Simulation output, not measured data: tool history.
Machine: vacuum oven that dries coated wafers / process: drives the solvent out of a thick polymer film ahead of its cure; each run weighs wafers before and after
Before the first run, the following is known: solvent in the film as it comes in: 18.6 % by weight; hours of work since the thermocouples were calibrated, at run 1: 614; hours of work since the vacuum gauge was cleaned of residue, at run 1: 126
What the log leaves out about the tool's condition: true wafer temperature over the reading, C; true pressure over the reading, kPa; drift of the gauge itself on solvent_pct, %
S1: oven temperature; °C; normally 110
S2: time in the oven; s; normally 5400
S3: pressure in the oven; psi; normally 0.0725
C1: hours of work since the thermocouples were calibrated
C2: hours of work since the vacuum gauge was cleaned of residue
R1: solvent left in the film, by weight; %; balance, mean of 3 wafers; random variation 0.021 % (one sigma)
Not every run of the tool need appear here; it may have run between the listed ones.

Run 1, hour 0.0: usual settings; C1 614; C2 126. Result: R1 4.79 %.
Run 2, hour 39.7: usual settings but S1 119 °C; C1 630; C2 143. Result: R1 3.14 %.
Run 3, hour 76.9: usual settings but S1 119 °C; C1 646; C2 158. Result: R1 3.16 %.
Run 4, hour 95.7: usual settings but S1 119 °C; C1 653; C2 166. Result: R1 3.16 %.
Run 5, hour 134.1: usual settings but S1 119 °C; C1 669; C2 182. Result: R1 3.14 %.
Run 6, hour 164.9: usual settings; C1 682; C2 195. Result: R1 4.78 %.
Run 7, hour 185.3: usual settings; C1 691; C2 203. Result: R1 4.81 %.
Run 8, hour 210.0: usual settings; C1 701; C2 213. Result: R1 4.81 %.
Run 9, hour 236.0: usual settings but S2 4440 s; C1 712; C2 224. Result: R1 5.85 %.
Run 10, hour 257.5: usual settings but S2 4440 s, S3 0.0457 psi; C1 720; C2 233. Result: R1 5.63 %.
Run 11, hour 295.1: usual settings but S2 4440 s, S3 0.0457 psi; C1 736; C2 248. Result: R1 5.61 %.
Run 12, hour 321.5: usual settings but S2 4440 s, S3 0.0505 psi; C1 747; C2 259. Result: R1 5.63 %.
Run 13, hour 346.0: usual settings but S2 4620 s; C1 757; C2 270. Result: R1 5.61 %.
Run 14, hour 368.5: usual settings but S1 117 °C, S2 4620 s; C1 766; C2 279. Result: R1 4.21 %.
Run 15, hour 392.9: usual settings but S1 117 °C, S2 4620 s; C1 777; C2 289. Result: R1 4.21 %.
Run 16, hour 431.9: usual settings but S1 117 °C, S2 4620 s; C1 793; C2 305. Result: R1 4.23 %.
Run 17, hour 459.4: usual settings; C1 804; C2 317. Result: R1 4.81 %.
Run 18, hour 488.0: usual settings; C1 816; C2 328. Result: R1 4.78 %.
Run 19, hour 513.9: usual settings; C1 827; C2 339. Result: R1 4.84 %.
Run 20, hour 532.9: usual settings; C1 835; C2 347. Result: R1 4.80 %.
Run 21, hour 566.7: usual settings; C1 849; C2 361. Result: R1 4.80 %.
Run 22, hour 587.9: usual settings but S1 95 °C, S2 2940 s; C1 857; C2 370. Result: R1 10.78 %.
Run 23, hour 624.8: usual settings but S1 121 °C, S2 4500 s, S3 0.0709 psi; C1 873; C2 385. Result: R1 3.57 %.
Run 24, hour 660.1: usual settings but S1 121 °C, S2 4500 s, S3 0.0709 psi; C1 887; C2 400. Result: R1 3.63 %.
Run 25, hour 697.9: usual settings but S1 107 °C, S2 3420 s; C1 903; C2 415. Result: R1 7.80 %.
Run 26, hour 715.1: usual settings but S2 9660 s, S3 0.1085 psi; C1 910; C2 423. Result: R1 2.75 %.
Run 27, hour 745.3: usual settings but S2 9660 s, S3 0.1085 psi; C1 923; C2 435. Result: R1 2.74 %.
Run 28, hour 767.0: usual settings but S1 102 °C, S2 3180 s, S3 0.1131 psi; C1 932; C2 444. Result: R1 9.49 %.
Run 29, hour 791.0: usual settings but S1 102 °C, S2 3180 s, S3 0.1131 psi; C1 942; C2 454. Result: R1 9.48 %.
Run 30, hour 809.7: usual settings but S1 105 °C, S2 3180 s, S3 0.1131 psi; C1 949; C2 462. Result: R1 8.93 %.
Run 31, hour 845.6: usual settings but S2 4680 s, S3 0.1060 psi; C1 964; C2 477. Result: R1 5.82 %.
Run 32, hour 876.5: usual settings but S1 101 °C, S2 5100 s, S3 0.2892 psi; C1 977; C2 489. Result: R1 9.39 %.
Run 33, hour 909.0: usual settings but S1 101 °C, S2 2700 s, S3 0.1827 psi; C1 990; C2 503. Result: R1 10.92 %.
Run 34, hour 932.2: usual settings but S1 101 °C, S2 2700 s, S3 0.1827 psi; C1 1000; C2 513. Result: R1 10.93 %.
Run 35, hour 955.9: usual settings but S2 9120 s, S3 0.0418 psi; C1 1010; C2 522. Result: R1 2.21 %.
Run 36, hour 989.4: usual settings but S2 9120 s, S3 0.0418 psi; C1 1024; C2 536. Result: R1 2.23 %.
Run 37, hour 1010.1: usual settings but S2 9120 s, S3 0.0418 psi; C1 1032; C2 545. Result: R1 2.22 %.

For run 38, what comes out?
Run 38, hour 1040.5: usual settings but S1 100 °C, S2 5520 s, S3 0.2837 psi; C1 1045; C2 557. Result: R1 ?.

{"run 38": {"R1": 9.28}}
Minus the tool's unlogged condition, the same run would have read R1 9.24 %.
